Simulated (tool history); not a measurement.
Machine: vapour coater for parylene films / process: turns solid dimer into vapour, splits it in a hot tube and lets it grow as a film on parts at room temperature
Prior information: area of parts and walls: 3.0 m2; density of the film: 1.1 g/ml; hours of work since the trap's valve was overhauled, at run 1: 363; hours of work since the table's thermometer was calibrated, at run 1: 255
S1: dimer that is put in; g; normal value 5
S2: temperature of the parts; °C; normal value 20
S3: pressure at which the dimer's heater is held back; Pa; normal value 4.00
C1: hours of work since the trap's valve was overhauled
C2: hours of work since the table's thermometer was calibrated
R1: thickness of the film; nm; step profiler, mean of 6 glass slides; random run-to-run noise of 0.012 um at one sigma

| run | day | S1 | S2 | S3 | C1 | C2 | R1 |
|---|---|---|---|---|---|---|---|
| 1 | 0.000 | 5 | 20 | 4.00 | 363 | 255 | 750 |
| 2 | 2.042 | 5 | 20 | 4.00 | 389 | 281 | 730 |
| 3 | 3.875 | 5 | 20 | 4.00 | 412 | 304 | 770 |
| 4 | 6.175 | 5 | 20 | 4.00 | 441 | 333 | 740 |
| 5 | 8.296 | 5 | 20 | 4.00 | 468 | 360 | 740 |
| 6 | 10.817 | 2 | 20 | 4.00 | 499 | 392 | 300 |
| 7 | 12.108 | 2 | 20 | 4.00 | 516 | 408 | 290 |
| 8 | 13.358 | 2 | 20 | 4.00 | 532 | 424 | 290 |
| 9 | 15.371 | 2 | 20 | 4.00 | 557 | 449 | 310 |
| 10 | 16.717 | 5 | 20 | 4.00 | 574 | 466 | 740 |
| 11 | 19.283 | 5 | 20 | 4.00 | 606 | 499 | 730 |
| 12 | 20.958 | 8 | 20 | 4.00 | 628 | 520 | 1180 |
| 13 | 23.654 | 8 | 20 | 4.00 | 662 | 554 | 1200 |
| 14 | 25.329 | 7 | 20 | 4.00 | 683 | 575 | 1030 |
|  | 25.817 | trap's valve overhauled |
| 15 | 26.875 | 5 | 16 | 4.00 | 13 | 592 | 820 |
| 16 | 28.458 | 5 | 16 | 4.00 | 33 | 612 | 820 |
| 17 | 30.717 | 5 | 16 | 4.00 | 62 | 641 | 810 |
| 18 | 32.879 | 5 | 16 | 4.00 | 89 | 668 | 830 |
| 19 | 34.746 | 5 | 21 | 3.28 | 113 | 692 | 750 |
| 20 | 36.183 | 5 | 21 | 11.07 | 131 | 710 | 650 |
| 21 | 38.550 | 2 | 22 | 4.00 | 161 | 740 | 290 |
| 22 | 39.771 | 2 | 22 | 4.00 | 176 | 755 | 270 |
| 23 | 42.438 | 2 | 16 | 4.00 | 210 | 789 | 300 |
| 24 | 44.108 | 2 | 16 | 4.00 | 231 | 810 | 320 |
| 25 | 46.083 | 3 | 18 | 4.62 | 256 | 835 | 450 |
| 26 | 47.612 | 5 | 14 | 11.82 | 275 | 854 | 780 |
| 27 | 49.671 | 8 | 20 | 4.00 | 301 | 880 | 1180 |
| 28 | 52.325 | 3 | 20 | 11.53 | 335 | 914 | 380 |
| 29 | 54.112 | 7 | 23 | 5.62 | 357 | 936 | 920 |
| 30 | 56.717 | 8 | 20 | 4.54 | 390 | 969 | 1170 |
| 31 | 58.050 | 8 | 20 | 4.54 | 407 | 986 | 1170 |
| 32 | 59.608 | 5 | 17 | 4.00 | 427 | 1006 | 790 |
| 33 | 61.554 | 2 | 14 | 4.00 | 451 | 1030 | 330 |
| 34 | 62.971 | 6 | 14 | 4.00 | 469 | 1048 | 1050 |
| 35 | 65.350 | 5 | 20 | 3.39 | 499 | 1078 | 760 |

5 ways to go on from here, each from the tool as it stands after run 35. What would each give?
| A | 67.958 | 3 | 14 | 9.65 | 532 | 1111 | ? |
| B | 67.958 | 2 | 28 | 7.14 | 532 | 1111 | ? |
| C | 67.958 | 3 | 25 | 3.39 | 532 | 1111 | ? |
| D | 67.958 | 3 | 28 | 4.00 | 532 | 1111 | ? |
| E | 67.958 | 3 | 20 | 3.39 | 532 | 1111 | ? |

| run | R1 |
|---|---|
| A | 470 |
| B | 230 |
| C | 390 |
| D | 380 |
| E | 460 |
Had the tool no hidden state, the same runs would have come out as:
| run | R1 |
|---|---|
| A | 470 |
| B | 230 |
| C | 390 |
| D | 390 |
| E | 460 |
